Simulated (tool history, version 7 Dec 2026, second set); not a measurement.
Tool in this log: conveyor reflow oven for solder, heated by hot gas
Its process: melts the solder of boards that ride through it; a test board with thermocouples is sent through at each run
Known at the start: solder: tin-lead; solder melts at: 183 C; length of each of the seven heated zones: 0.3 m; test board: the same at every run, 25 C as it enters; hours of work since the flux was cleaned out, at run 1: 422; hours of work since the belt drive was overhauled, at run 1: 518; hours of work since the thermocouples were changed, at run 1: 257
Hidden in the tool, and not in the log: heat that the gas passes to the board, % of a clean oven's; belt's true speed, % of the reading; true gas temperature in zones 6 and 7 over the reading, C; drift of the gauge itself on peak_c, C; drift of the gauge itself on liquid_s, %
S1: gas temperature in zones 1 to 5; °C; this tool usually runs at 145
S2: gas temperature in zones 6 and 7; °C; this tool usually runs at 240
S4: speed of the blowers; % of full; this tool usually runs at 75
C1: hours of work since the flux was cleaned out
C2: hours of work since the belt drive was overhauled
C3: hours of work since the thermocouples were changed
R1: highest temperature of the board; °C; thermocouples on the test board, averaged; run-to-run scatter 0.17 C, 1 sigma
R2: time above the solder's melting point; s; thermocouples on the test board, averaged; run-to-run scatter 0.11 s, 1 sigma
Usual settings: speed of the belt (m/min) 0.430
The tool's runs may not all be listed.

{"run": 1, "day": 0.0, "S1": 145, "S2": 240, "speed of the belt (m/min)": 0.43, "S4": 75, "C1": 422, "C2": 518, "C3": 257, "R1": 224.2, "R2": 71.7}
{"run": 2, "day": 0.362, "S1": 145, "S2": 240, "speed of the belt (m/min)": 0.43, "S4": 75, "C1": 428, "C2": 524, "C3": 263, "R1": 224.3, "R2": 71.5}
{"day": 0.6, "done": "flux residue cleaned out of gas plates and filters"}
{"run": 3, "day": 0.929, "S1": 145, "S2": 240, "speed of the belt (m/min)": 0.43, "S4": 75, "C1": 6, "C2": 531, "C3": 269, "R1": 226.5, "R2": 73.2}
{"run": 4, "day": 1.288, "S1": 145, "S2": 240, "speed of the belt (m/min)": 0.43, "S4": 75, "C1": 12, "C2": 537, "C3": 275, "R1": 226.5, "R2": 73.2}
{"run": 5, "day": 1.608, "S1": 145, "S2": 240, "speed of the belt (m/min)": 0.43, "S4": 75, "C1": 17, "C2": 542, "C3": 281, "R1": 226.6, "R2": 73.2}
{"run": 6, "day": 1.808, "S1": 145, "S2": 240, "speed of the belt (m/min)": 0.43, "S4": 75, "C1": 20, "C2": 545, "C3": 284, "R1": 226.7, "R2": 73.3}
{"run": 7, "day": 2.008, "S1": 145, "S2": 240, "speed of the belt (m/min)": 0.43, "S4": 75, "C1": 24, "C2": 549, "C3": 288, "R1": 226.5, "R2": 73.3}
{"run": 8, "day": 2.333, "S1": 145, "S2": 240, "speed of the belt (m/min)": 0.43, "S4": 75, "C1": 29, "C2": 554, "C3": 293, "R1": 226.4, "R2": 73.0}
{"run": 9, "day": 2.504, "S1": 145, "S2": 240, "speed of the belt (m/min)": 0.43, "S4": 66, "C1": 32, "C2": 557, "C3": 296, "R1": 224.0, "R2": 71.3}
{"run": 10, "day": 2.9, "S1": 145, "S2": 240, "speed of the belt (m/min)": 0.43, "S4": 66, "C1": 39, "C2": 564, "C3": 303, "R1": 223.7, "R2": 71.3}
{"run": 11, "day": 3.208, "S1": 145, "S2": 240, "speed of the belt (m/min)": 0.43, "S4": 66, "C1": 44, "C2": 569, "C3": 308, "R1": 223.8, "R2": 71.2}
{"run": 12, "day": 3.579, "S1": 145, "S2": 240, "speed of the belt (m/min)": 0.43, "S4": 66, "C1": 51, "C2": 576, "C3": 314, "R1": 223.8, "R2": 71.3}
{"run": 13, "day": 3.871, "S1": 145, "S2": 240, "speed of the belt (m/min)": 0.43, "S4": 66, "C1": 56, "C2": 581, "C3": 319, "R1": 223.9, "R2": 71.3}
{"run": 14, "day": 4.146, "S1": 145, "S2": 240, "speed of the belt (m/min)": 0.43, "S4": 66, "C1": 60, "C2": 585, "C3": 324, "R1": 223.6, "R2": 71.2}
{"run": 15, "day": 4.454, "S1": 150, "S2": 240, "speed of the belt (m/min)": 0.43, "S4": 75, "C1": 65, "C2": 590, "C3": 329, "R1": 227.0, "R2": 75.8}
{"run": 16, "day": 4.842, "S1": 150, "S2": 240, "speed of the belt (m/min)": 0.43, "S4": 75, "C1": 72, "C2": 597, "C3": 336, "R1": 226.6, "R2": 75.7}
{"run": 17, "day": 5.062, "S1": 155, "S2": 248, "speed of the belt (m/min)": 0.43, "S4": 75, "C1": 76, "C2": 601, "C3": 340, "R1": 234.6, "R2": 82.1}
{"run": 18, "day": 5.308, "S1": 130, "S2": 248, "speed of the belt (m/min)": 0.381, "S4": 75, "C1": 80, "C2": 605, "C3": 344, "R1": 234.9, "R2": 82.7}
{"run": 19, "day": 5.704, "S1": 142, "S2": 243, "speed of the belt (m/min)": 0.381, "S4": 75, "C1": 87, "C2": 612, "C3": 350, "R1": 231.9, "R2": 85.3}
{"run": 20, "day": 5.888, "S1": 142, "S2": 243, "speed of the belt (m/min)": 0.381, "S4": 75, "C1": 90, "C2": 615, "C3": 354, "R1": 232.0, "R2": 85.0}
{"run": 21, "day": 6.15, "S1": 135, "S2": 233, "speed of the belt (m/min)": 0.43, "S4": 62, "C1": 94, "C2": 619, "C3": 358, "R1": 214.5, "R2": 59.3}
{"run": 22, "day": 6.45, "S1": 135, "S2": 233, "speed of the belt (m/min)": 0.43, "S4": 62, "C1": 99, "C2": 624, "C3": 363, "R1": 214.4, "R2": 59.4}
{"run": 23, "day": 6.712, "S1": 135, "S2": 233, "speed of the belt (m/min)": 0.43, "S4": 62, "C1": 104, "C2": 629, "C3": 368, "R1": 214.3, "R2": 59.2}
{"run": 24, "day": 7.083, "S1": 150, "S2": 254, "speed of the belt (m/min)": 0.502, "S4": 57, "C1": 110, "C2": 635, "C3": 374, "R1": 227.2, "R2": 64.4}
{"run": 25, "day": 7.483, "S1": 150, "S2": 239, "speed of the belt (m/min)": 0.502, "S4": 57, "C1": 117, "C2": 642, "C3": 381, "R1": 215.3, "R2": 55.5}
{"run": 26, "day": 7.858, "S1": 154, "S2": 244, "speed of the belt (m/min)": 0.41, "S4": 75, "C1": 123, "C2": 648, "C3": 387, "R1": 231.6, "R2": 84.1}
{"run": 27, "day": 8.25, "S1": 154, "S2": 244, "speed of the belt (m/min)": 0.41, "S4": 75, "C1": 130, "C2": 655, "C3": 394, "R1": 231.9, "R2": 84.4}
{"run": 28, "day": 8.421, "S1": 144, "S2": 247, "speed of the belt (m/min)": 0.503, "S4": 57, "C1": 133, "C2": 658, "C3": 397, "R1": 220.1, "R2": 56.9}
{"run": 29, "day": 8.738, "S1": 144, "S2": 247, "speed of the belt (m/min)": 0.503, "S4": 57, "C1": 138, "C2": 663, "C3": 402, "R1": 219.6, "R2": 56.8}
{"run": 30, "day": 9.079, "S1": 145, "S2": 235, "speed of the belt (m/min)": 0.43, "S4": 57, "C1": 144, "C2": 669, "C3": 408, "R1": 216.0, "R2": 64.7}

Below are 3 alternative next runs, each starting from the tool's condition after run 30. Predict each:
{"run": "A", "day": 9.342, "S1": 145, "S2": 230, "speed of the belt (m/min)": 0.43, "S4": 57, "C1": 149, "C2": 674, "C3": 412, "R1": "?", "R2": "?"}
{"run": "B", "day": 9.342, "S1": 147, "S2": 240, "speed of the belt (m/min)": 0.43, "S4": 75, "C1": 149, "C2": 674, "C3": 412, "R1": "?", "R2": "?"}
{"run": "C", "day": 9.342, "S1": 154, "S2": 240, "speed of the belt (m/min)": 0.43, "S4": 75, "C1": 149, "C2": 674, "C3": 412, "R1": "?", "R2": "?"}

run=A R1=211.9 R2=60.5
run=B R1=225.9 R2=73.8
run=C R1=227.1 R2=77.7
Take away the tool's hidden state, keep each run's random variation, and the runs would have read:
run=A R1=212.5 R2=60.6
run=B R1=226.7 R2=73.5
run=C R1=227.9 R2=77.2

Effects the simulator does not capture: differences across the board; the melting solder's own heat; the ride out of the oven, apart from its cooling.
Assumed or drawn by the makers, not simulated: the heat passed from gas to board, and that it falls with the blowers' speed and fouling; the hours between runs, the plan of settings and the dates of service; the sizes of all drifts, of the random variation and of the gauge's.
